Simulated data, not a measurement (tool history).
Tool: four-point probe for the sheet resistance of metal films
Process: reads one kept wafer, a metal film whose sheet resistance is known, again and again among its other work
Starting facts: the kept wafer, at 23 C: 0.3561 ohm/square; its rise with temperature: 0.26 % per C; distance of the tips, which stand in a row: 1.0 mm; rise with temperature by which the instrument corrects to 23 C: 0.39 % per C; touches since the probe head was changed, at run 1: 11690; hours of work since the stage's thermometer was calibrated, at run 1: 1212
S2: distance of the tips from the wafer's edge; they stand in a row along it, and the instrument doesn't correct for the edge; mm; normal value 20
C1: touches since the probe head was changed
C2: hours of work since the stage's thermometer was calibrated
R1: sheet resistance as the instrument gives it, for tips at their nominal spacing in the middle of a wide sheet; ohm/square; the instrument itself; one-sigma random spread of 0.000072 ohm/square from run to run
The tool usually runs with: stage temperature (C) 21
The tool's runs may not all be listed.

{"run": 1, "hour": 0.0, "stage temperature (C)": 21, "S2": 20, "C1": 11690, "C2": 1212, "R1": 0.356815}
{"run": 2, "hour": 11.0, "stage temperature (C)": 21, "S2": 20, "C1": 11939, "C2": 1217, "R1": 0.356969}
{"run": 3, "hour": 22.0, "stage temperature (C)": 21, "S2": 22, "C1": 12187, "C2": 1222, "R1": 0.356821}
{"run": 4, "hour": 32.7, "stage temperature (C)": 21, "S2": 20, "C1": 12428, "C2": 1227, "R1": 0.357052}
{"run": 5, "hour": 42.2, "stage temperature (C)": 21, "S2": 20, "C1": 12643, "C2": 1231, "R1": 0.356923}
{"run": 6, "hour": 58.0, "stage temperature (C)": 25, "S2": 20, "C1": 12998, "C2": 1238, "R1": 0.355174}
{"run": 7, "hour": 66.9, "stage temperature (C)": 25, "S2": 20, "C1": 13199, "C2": 1242, "R1": 0.355038}
{"run": 8, "hour": 78.0, "stage temperature (C)": 21, "S2": 20, "C1": 13450, "C2": 1247, "R1": 0.357115}
{"run": 9, "hour": 96.7, "stage temperature (C)": 25, "S2": 20, "C1": 13870, "C2": 1256, "R1": 0.355002}
{"run": 10, "hour": 108.6, "stage temperature (C)": 21, "S2": 20, "C1": 14139, "C2": 1261, "R1": 0.356908}
{"run": 11, "hour": 122.0, "stage temperature (C)": 18, "S2": 20, "C1": 14441, "C2": 1267, "R1": 0.358511}
{"run": 12, "hour": 137.2, "stage temperature (C)": 18, "S2": 20, "C1": 14784, "C2": 1274, "R1": 0.358463}
{"run": 13, "hour": 146.2, "stage temperature (C)": 18, "S2": 20, "C1": 14987, "C2": 1278, "R1": 0.358578}
{"run": 14, "hour": 160.2, "stage temperature (C)": 21, "S2": 20, "C1": 15302, "C2": 1284, "R1": 0.357145}
{"run": 15, "hour": 168.3, "stage temperature (C)": 21, "S2": 20, "C1": 15485, "C2": 1288, "R1": 0.357025}
{"run": 16, "hour": 186.7, "stage temperature (C)": 21, "S2": 20, "C1": 15899, "C2": 1296, "R1": 0.357085}
{"run": 17, "hour": 196.9, "stage temperature (C)": 21, "S2": 20, "C1": 16131, "C2": 1301, "R1": 0.357126}
{"run": 18, "hour": 210.7, "stage temperature (C)": 21, "S2": 43, "C1": 16440, "C2": 1307, "R1": 0.356678}
{"run": 19, "hour": 227.2, "stage temperature (C)": 21, "S2": 43, "C1": 16812, "C2": 1314, "R1": 0.356701}
{"run": 20, "hour": 241.0, "stage temperature (C)": 26, "S2": 14, "C1": 17124, "C2": 1321, "R1": 0.355202}
{"run": 21, "hour": 256.1, "stage temperature (C)": 19, "S2": 14, "C1": 17464, "C2": 1327, "R1": 0.358729}
{"run": 22, "hour": 274.8, "stage temperature (C)": 31, "S2": 14, "C1": 17887, "C2": 1336, "R1": 0.352919}
{"run": 23, "hour": 292.9, "stage temperature (C)": 18, "S2": 30, "C1": 18293, "C2": 1344, "R1": 0.358193}
{"run": 24, "hour": 302.8, "stage temperature (C)": 26, "S2": 3, "C1": 18517, "C2": 1349, "R1": 0.374307}
{"run": 25, "hour": 311.4, "stage temperature (C)": 35, "S2": 3, "C1": 18712, "C2": 1352, "R1": 0.37011}
{"run": 26, "hour": 322.0, "stage temperature (C)": 19, "S2": 16, "C1": 18950, "C2": 1357, "R1": 0.358468}
{"run": 27, "hour": 330.0, "stage temperature (C)": 26, "S2": 3, "C1": 19131, "C2": 1361, "R1": 0.374387}
{"run": 28, "hour": 337.9, "stage temperature (C)": 24, "S2": 10, "C1": 19309, "C2": 1364, "R1": 0.357163}
{"run": 29, "hour": 352.2, "stage temperature (C)": 24, "S2": 10, "C1": 19630, "C2": 1371, "R1": 0.357222}

Each row is a separate what-if for the run after 29, all from the same tool condition, not one after another. Results?
{"run": "A", "hour": 363.3, "stage temperature (C)": 24, "S2": 4, "C1": 19880, "C2": 1376, "R1": "?"}
{"run": "B", "hour": 363.3, "stage temperature (C)": 21, "S2": 21, "C1": 19880, "C2": 1376, "R1": "?"}
{"run": "C", "hour": 363.3, "stage temperature (C)": 20, "S2": 13, "C1": 19880, "C2": 1376, "R1": "?"}

run=A R1=0.366885
run=B R1=0.357223
run=C R1=0.358398
Had the tool no hidden state, the same runs would have come out as:
run=A R1=0.367216
run=B R1=0.357546
run=C R1=0.358723
